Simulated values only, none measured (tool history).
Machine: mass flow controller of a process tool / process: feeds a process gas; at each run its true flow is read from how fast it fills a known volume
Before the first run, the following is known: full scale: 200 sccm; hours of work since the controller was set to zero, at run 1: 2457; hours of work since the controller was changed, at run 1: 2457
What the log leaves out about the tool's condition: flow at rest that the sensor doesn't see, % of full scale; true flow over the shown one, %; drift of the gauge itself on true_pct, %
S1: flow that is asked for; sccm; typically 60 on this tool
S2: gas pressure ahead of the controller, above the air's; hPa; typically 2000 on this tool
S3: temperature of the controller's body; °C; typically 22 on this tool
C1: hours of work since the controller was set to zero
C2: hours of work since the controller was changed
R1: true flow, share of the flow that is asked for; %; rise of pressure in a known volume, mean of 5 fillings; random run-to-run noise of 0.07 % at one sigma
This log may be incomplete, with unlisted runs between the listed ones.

run,day,S1,S2,S3,C1,C2,R1
1,0.000,60,2000,22,2457,2457,97.75
2,5.071,60,2000,22,2495,2495,97.75
3,11.062,60,2000,22,2541,2541,97.57
4,15.700,60,2000,22,2576,2576,97.65
5,20.596,60,2000,22,2613,2613,97.63
6,29.458,60,2000,22,2680,2680,97.53
7,35.667,60,2000,27,2727,2727,97.34
# day 36.512: controller's zero set anew
8,44.621,60,2000,27,62,2795,96.60
9,51.562,60,2000,27,114,2848,96.69
10,55.792,60,2000,34,146,2880,96.15
11,60.871,131,2050,22,185,2918,98.22
12,68.488,92,2480,35,243,2976,96.72
13,74.904,60,1420,39,291,3025,96.07
14,81.775,72,2200,32,344,3077,96.50

Run 15, settings as shown, results not yet in. Your forecast:
15,87.192,72,2200,32,385,3118,?

Run 15 gave R1 96.37 %.
Had the tool carried no hidden state, the very same run would have given R1 98.57 %.
